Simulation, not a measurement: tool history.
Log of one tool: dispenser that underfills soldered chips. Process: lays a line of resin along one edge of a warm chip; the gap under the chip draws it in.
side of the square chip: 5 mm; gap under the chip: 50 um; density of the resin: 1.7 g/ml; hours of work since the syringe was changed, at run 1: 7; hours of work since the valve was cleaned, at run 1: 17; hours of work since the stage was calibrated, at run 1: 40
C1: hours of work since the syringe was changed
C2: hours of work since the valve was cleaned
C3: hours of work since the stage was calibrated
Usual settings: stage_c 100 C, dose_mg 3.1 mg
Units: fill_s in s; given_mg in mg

run 1 hour=0 | stage_c=100 dose_mg=3.1 | C1=7 C2=17 C3=40 | fill_s=28.5 given_mg=3.1
-- hour=2.5 new syringe of resin
run 2 hour=13.7 | stage_c=100 dose_mg=3.1 | C1=7 C2=25 C3=49 | fill_s=29.4 given_mg=3.07
-- hour=15.7 new syringe of resin
run 3 hour=20.2 | stage_c=100 dose_mg=3.1 | C1=3 C2=29 C3=53 | fill_s=22.1 given_mg=3.09
-- hour=29.2 new syringe of resin
run 4 hour=30 | stage_c=100 dose_mg=3.1 | C1=0 C2=36 C3=59 | fill_s=18.9 given_mg=3.06
run 5 hour=41.1 | stage_c=100 dose_mg=3.1 | C1=8 C2=43 C3=66 | fill_s=31 given_mg=3.03
-- hour=42.5 new syringe of resin
-- hour=55.3 new syringe of resin
run 6 hour=55.3 | stage_c=100 dose_mg=3.1 | C1=0 C2=52 C3=75 | fill_s=18.8 given_mg=3.04
-- hour=69 new syringe of resin
run 7 hour=70.5 | stage_c=100 dose_mg=3.1 | C1=1 C2=61 C3=84 | fill_s=18.6 given_mg=3.02
run 8 hour=78.9 | stage_c=100 dose_mg=3.15 | C1=6 C2=67 C3=90 | fill_s=26.7 given_mg=3.05
-- hour=81.7 new syringe of resin
run 9 hour=90.5 | stage_c=100 dose_mg=3.15 | C1=6 C2=74 C3=97 | fill_s=26.8 given_mg=3.07
-- hour=95.1 new syringe of resin
run 10 hour=99.4 | stage_c=100 dose_mg=3.15 | C1=3 C2=80 C3=103 | fill_s=22.8 given_mg=3.05
-- hour=108.4 new syringe of resin
run 11 hour=113.9 | stage_c=91 dose_mg=3.42 | C1=4 C2=89 C3=112 | fill_s=31.8 given_mg=3.29
run 12 hour=120.1 | stage_c=91 dose_mg=3.42 | C1=8 C2=93 C3=116 | fill_s=39.4 given_mg=3.26
-- hour=121.2 new syringe of resin
-- hour=126.8 dispensing valve cleaned and set on the balance
run 13 hour=132 | stage_c=112 dose_mg=3.7 | C1=6 C2=3 C3=123 | fill_s=18.9 given_mg=3.71
-- hour=135.2 new syringe of resin
run 14 hour=144.6 | stage_c=99 dose_mg=2.89 | C1=6 C2=11 C3=131 | fill_s=29.1 given_mg=2.87

How the hidden state differs across the entries between the runs, from the last listed run before each to the first after it:
Between runs 1 and 2: new syringe of resin (hour 2.5)
  resin's viscosity, % of fresh resin's: 157 -> 163.7; dose that the valve gives, % of what is set: 99.53 -> 99.12; true chip temperature over the reading, C: 0.05 -> -0.01
  measured less the result without the state, fill_s: +10.4 -> +11.5 s; given_mg: -0.02 -> -0.03 mg
Between runs 2 and 3: new syringe of resin (hour 15.7)
  resin's viscosity, % of fresh resin's: 163.7 -> 123.4; dose that the valve gives, % of what is set: 99.12 -> 98.94; true chip temperature over the reading, C: -0.01 -> -0.03
  measured less the result without the state, fill_s: +11.5 -> +4.4 s; given_mg: -0.03 -> -0.03 mg
Between runs 3 and 4: new syringe of resin (hour 29.2)
  resin's viscosity, % of fresh resin's: 123.4 -> 103.3; dose that the valve gives, % of what is set: 98.94 -> 98.63; true chip temperature over the reading, C: -0.03 -> -0.08
  measured less the result without the state, fill_s: +4.4 -> +0.6 s; given_mg: -0.03 -> -0.05 mg
Between runs 5 and 6: new syringe of resin (hour 42.5); new syringe of resin (hour 55.3)
  resin's viscosity, % of fresh resin's: 169.2 -> 101.2; dose that the valve gives, % of what is set: 98.3 -> 97.94; true chip temperature over the reading, C: -0.12 -> -0.18
  measured less the result without the state, fill_s: +12.8 -> +0.4 s; given_mg: -0.06 -> -0.07 mg
Between runs 6 and 7: new syringe of resin (hour 69)
  resin's viscosity, % of fresh resin's: 101.2 -> 104.5; dose that the valve gives, % of what is set: 97.94 -> 97.51; true chip temperature over the reading, C: -0.18 -> -0.24
  measured less the result without the state, fill_s: +0.4 -> +1 s; given_mg: -0.07 -> -0.08 mg
Between runs 8 and 9: new syringe of resin (hour 81.7)
  resin's viscosity, % of fresh resin's: 151.8 -> 146.6; dose that the valve gives, % of what is set: 97.26 -> 96.93; true chip temperature over the reading, C: -0.28 -> -0.32
  measured less the result without the state, fill_s: +9.6 -> +8.7 s; given_mg: -0.09 -> -0.09 mg
Between runs 9 and 10: new syringe of resin (hour 95.1)
  resin's viscosity, % of fresh resin's: 146.6 -> 121.2; dose that the valve gives, % of what is set: 96.93 -> 96.67; true chip temperature over the reading, C: -0.32 -> -0.35
  measured less the result without the state, fill_s: +8.7 -> +4.2 s; given_mg: -0.09 -> -0.1 mg
Between runs 10 and 11: new syringe of resin (hour 108.4)
  resin's viscosity, % of fresh resin's: 121.2 -> 126.7; dose that the valve gives, % of what is set: 96.67 -> 96.24; true chip temperature over the reading, C: -0.35 -> -0.41
  measured less the result without the state, fill_s: +4.2 -> +6.9 s; given_mg: -0.1 -> -0.12 mg
Between runs 12 and 13: new syringe of resin (hour 121.2); dispensing valve cleaned and set on the balance (hour 126.8)
  resin's viscosity, % of fresh resin's: 166.5 -> 153; dose that the valve gives, % of what is set: 96.06 -> 99.97; true chip temperature over the reading, C: -0.44 -> -0.49
  measured less the result without the state, fill_s: +16.3 -> +6.8 s; given_mg: -0.14 -> +0 mg
Between runs 13 and 14: new syringe of resin (hour 135.2)
  resin's viscosity, % of fresh resin's: 153 -> 151.5; dose that the valve gives, % of what is set: 99.97 -> 99.58; true chip temperature over the reading, C: -0.49 -> -0.54
  measured less the result without the state, fill_s: +6.8 -> +10.2 s; given_mg: +0 -> -0.01 mg

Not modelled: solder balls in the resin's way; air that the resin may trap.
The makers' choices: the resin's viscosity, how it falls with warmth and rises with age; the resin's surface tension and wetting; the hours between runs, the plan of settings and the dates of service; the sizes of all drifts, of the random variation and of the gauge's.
